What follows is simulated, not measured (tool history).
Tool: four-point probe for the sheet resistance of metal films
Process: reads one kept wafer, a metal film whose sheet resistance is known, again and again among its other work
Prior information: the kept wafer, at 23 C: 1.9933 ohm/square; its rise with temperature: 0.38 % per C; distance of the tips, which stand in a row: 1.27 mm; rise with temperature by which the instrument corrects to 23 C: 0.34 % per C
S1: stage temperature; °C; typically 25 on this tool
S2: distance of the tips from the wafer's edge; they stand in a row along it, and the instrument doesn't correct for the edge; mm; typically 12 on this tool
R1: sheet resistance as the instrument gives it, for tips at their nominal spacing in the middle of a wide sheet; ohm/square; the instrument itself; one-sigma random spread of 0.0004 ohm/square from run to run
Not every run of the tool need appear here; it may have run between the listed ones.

| run | hour | S1 | S2 | R1 |
|---|---|---|---|---|
| 1 | 0 | 25 | 12 | 2.014372 |
| 2 | 17.8 | 25 | 9 | 2.023355 |
| 3 | 33.8 | 25 | 6 | 2.048275 |
| 4 | 53.7 | 25 | 12 | 2.014556 |
| 5 | 79.4 | 25 | 12 | 2.015487 |
| 6 | 92.8 | 25 | 12 | 2.015177 |
| 7 | 106.6 | 25 | 12 | 2.015211 |
| 8 | 120.7 | 25 | 3 | 2.178322 |
| 9 | 132.8 | 25 | 3 | 2.178195 |
| 10 | 145.9 | 25 | 3 | 2.178875 |
| 11 | 171.3 | 25 | 3 | 2.178754 |
| 12 | 184.7 | 25 | 3 | 2.179149 |
| 13 | 195.8 | 25 | 19 | 2.009274 |
| 14 | 208.4 | 25 | 19 | 2.008854 |
| 15 | 233.5 | 25 | 19 | 2.009131 |
| 16 | 250 | 25 | 19 | 2.009796 |
| 17 | 264.1 | 25 | 12 | 2.016121 |
| 18 | 280.6 | 34 | 12 | 2.023802 |
| 19 | 303.9 | 34 | 12 | 2.023695 |
| 20 | 328.7 | 25 | 12 | 2.018013 |
| 21 | 354.3 | 25 | 12 | 2.018955 |
| 22 | 369 | 25 | 12 | 2.018605 |
| 23 | 389.8 | 20 | 12 | 2.015605 |
| 24 | 404.8 | 20 | 12 | 2.015844 |
| 25 | 415.7 | 26 | 7 | 2.042403 |
| 26 | 429.5 | 30 | 61 | 2.010767 |
| 27 | 444.7 | 33 | 28 | 2.014826 |
| 28 | 466.2 | 33 | 8 | 2.040377 |
| 29 | 479.3 | 23 | 8 | 2.033851 |
| 30 | 502.3 | 25 | 10 | 2.026093 |
| 31 | 514.9 | 25 | 10 | 2.026911 |
| 32 | 539.3 | 23 | 3 | 2.182299 |
| 33 | 559.3 | 27 | 7 | 2.046399 |
| 34 | 582.7 | 21 | 7 | 2.041444 |
| 35 | 603.8 | 23 | 4 | 2.111116 |
| 36 | 630.2 | 23 | 4 | 2.112043 |
| 37 | 641.1 | 23 | 6 | 2.05605 |
| 38 | 667 | 33 | 12 | 2.027513 |
| 39 | 689.7 | 33 | 12 | 2.027604 |
| 40 | 706.4 | 33 | 12 | 2.028341 |
| 41 | 723.3 | 22 | 12 | 2.021184 |
| 42 | 747.5 | 24 | 35 | 2.012532 |
| 43 | 766.5 | 18 | 29 | 2.00994 |
| 44 | 790.6 | 25 | 4 | 2.115662 |
| 45 | 806.6 | 26 | 47 | 2.014357 |

Forecast each of these 3 alternatives for the next run:
| A | 821.2 | 28 | 25 | ? |
| B | 821.2 | 28 | 12 | ? |
| C | 821.2 | 26 | 6 | ? |

| run | R1 |
|---|---|
| A | 2.018268 |
| B | 2.027632 |
| C | 2.061397 |
With the hidden condition removed and each run's random variation left untouched, the same runs would have given:
| run | R1 |
|---|---|
| A | 2.000065 |
| B | 2.009351 |
| C | 2.042814 |
